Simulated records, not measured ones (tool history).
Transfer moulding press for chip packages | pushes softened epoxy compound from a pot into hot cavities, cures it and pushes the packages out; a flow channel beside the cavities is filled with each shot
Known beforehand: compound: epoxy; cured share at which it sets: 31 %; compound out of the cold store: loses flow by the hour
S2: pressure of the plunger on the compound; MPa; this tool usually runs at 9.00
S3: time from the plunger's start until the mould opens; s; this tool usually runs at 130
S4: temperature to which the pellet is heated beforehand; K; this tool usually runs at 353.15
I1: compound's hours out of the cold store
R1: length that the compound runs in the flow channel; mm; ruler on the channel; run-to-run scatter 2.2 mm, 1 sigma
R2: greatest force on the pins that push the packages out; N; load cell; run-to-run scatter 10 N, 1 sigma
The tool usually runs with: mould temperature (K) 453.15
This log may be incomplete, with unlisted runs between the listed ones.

run 1 hour=0.0 | mould_temperature_(K)=453.15 S2=9.00 S3=130 S4=353.15 | I1=42.3 | R1=490 R2=769
-- hour=5.7 cavities cleaned with cleaning compound and waxed
run 2 hour=44.0 | mould_temperature_(K)=455.15 S2=9.00 S3=130 S4=353.15 | I1=44.0 | R1=483 R2=595
run 3 hour=94.4 | mould_temperature_(K)=453.15 S2=8.62 S3=130 S4=353.15 | I1=47.6 | R1=465 R2=702
-- hour=116.5 cavities cleaned with cleaning compound and waxed
run 4 hour=124.4 | mould_temperature_(K)=453.15 S2=8.62 S3=130 S4=353.15 | I1=19.2 | R1=509 R2=522
run 5 hour=165.9 | mould_temperature_(K)=453.15 S2=8.62 S3=130 S4=353.15 | I1=23.4 | R1=500 R2=679
run 6 hour=208.4 | mould_temperature_(K)=453.15 S2=9.00 S3=130 S4=350.15 | I1=19.7 | R1=520 R2=731
-- hour=228.6 cavities cleaned with cleaning compound and waxed
run 7 hour=258.8 | mould_temperature_(K)=453.15 S2=9.00 S3=130 S4=350.15 | I1=26.5 | R1=502 R2=602
-- hour=292.6 mould's thermocouples calibrated
run 8 hour=310.7 | mould_temperature_(K)=453.15 S2=9.00 S3=130 S4=350.15 | I1=44.3 | R1=479 R2=749
run 9 hour=338.0 | mould_temperature_(K)=453.15 S2=9.00 S3=120 S4=350.15 | I1=8.2 | R1=539 R2=940
-- hour=342.5 cavities cleaned with cleaning compound and waxed
run 10 hour=360.9 | mould_temperature_(K)=453.15 S2=9.00 S3=130 S4=353.15 | I1=40.6 | R1=481 R2=561
run 11 hour=405.7 | mould_temperature_(K)=454.15 S2=9.00 S3=130 S4=353.15 | I1=34.9 | R1=485 R2=686
-- hour=426.6 plunger's sealing rings changed
run 12 hour=450.0 | mould_temperature_(K)=454.15 S2=9.11 S3=130 S4=353.15 | I1=15.0 | R1=536 R2=770
-- hour=455.0 cavities cleaned with cleaning compound and waxed
run 13 hour=486.2 | mould_temperature_(K)=454.15 S2=9.11 S3=130 S4=353.15 | I1=26.8 | R1=517 R2=631
run 14 hour=534.2 | mould_temperature_(K)=454.15 S2=9.11 S3=130 S4=353.15 | I1=34.9 | R1=499 R2=711
-- hour=567.2 cavities cleaned with cleaning compound and waxed
run 15 hour=577.6 | mould_temperature_(K)=461.15 S2=9.00 S3=110 S4=353.15 | I1=40.0 | R1=470 R2=493
run 16 hour=615.1 | mould_temperature_(K)=461.15 S2=9.00 S3=110 S4=353.15 | I1=42.0 | R1=465 R2=619
run 17 hour=651.8 | mould_temperature_(K)=453.15 S2=9.00 S3=130 S4=361.15 | I1=17.4 | R1=522 R2=750
-- hour=676.7 cavities cleaned with cleaning compound and waxed
run 18 hour=678.1 | mould_temperature_(K)=459.15 S2=7.52 S3=138 S4=353.15 | I1=23.9 | R1=452 R2=434
run 19 hour=724.5 | mould_temperature_(K)=460.15 S2=8.07 S3=130 S4=353.15 | I1=39.2 | R1=442 R2=593
run 20 hour=749.8 | mould_temperature_(K)=460.15 S2=8.07 S3=130 S4=353.15 | I1=22.5 | R1=468 R2=657
-- hour=787.0 cavities cleaned with cleaning compound and waxed
run 21 hour=802.2 | mould_temperature_(K)=460.15 S2=8.07 S3=130 S4=353.15 | I1=17.3 | R1=477 R2=490
-- hour=853.2 plunger's sealing rings changed
run 22 hour=853.2 | mould_temperature_(K)=460.15 S2=8.07 S3=130 S4=353.15 | I1=18.7 | R1=487 R2=625
-- hour=901.5 cavities cleaned with cleaning compound and waxed
run 23 hour=901.5 | mould_temperature_(K)=449.15 S2=9.65 S3=168 S4=351.15 | I1=16.7 | R1=568 R2=430
run 24 hour=941.0 | mould_temperature_(K)=449.15 S2=9.65 S3=168 S4=351.15 | I1=30.5 | R1=538 R2=556
run 25 hour=989.3 | mould_temperature_(K)=449.15 S2=9.65 S3=168 S4=351.15 | I1=23.5 | R1=546 R2=716
-- hour=1013.1 cavities cleaned with cleaning compound and waxed
run 26 hour=1037.3 | mould_temperature_(K)=449.15 S2=9.65 S3=168 S4=351.15 | I1=20.4 | R1=555 R2=540
run 27 hour=1086.6 | mould_temperature_(K)=453.15 S2=7.14 S3=130 S4=353.15 | I1=19.8 | R1=465 R2=710

Predict each of these 3 candidate next runs independently; none follows another, all start after run 27:
run A hour=1110.1 | mould_temperature_(K)=453.15 S2=8.97 S3=130 S4=353.15 | I1=30.1 | R1=? R2=?
run B hour=1110.1 | mould_temperature_(K)=460.15 S2=7.68 S3=130 S4=354.15 | I1=23.7 | R1=? R2=?
run C hour=1110.1 | mould_temperature_(K)=460.15 S2=9.00 S3=130 S4=356.15 | I1=25.1 | R1=? R2=?

run=A R1=501 R2=780
run=B R1=460 R2=692
run=C R1=494 R2=663
Had the tool no hidden state, the same runs would have come out as:
run=A R1=513 R2=482
run=B R1=471 R2=419
run=C R1=506 R2=397

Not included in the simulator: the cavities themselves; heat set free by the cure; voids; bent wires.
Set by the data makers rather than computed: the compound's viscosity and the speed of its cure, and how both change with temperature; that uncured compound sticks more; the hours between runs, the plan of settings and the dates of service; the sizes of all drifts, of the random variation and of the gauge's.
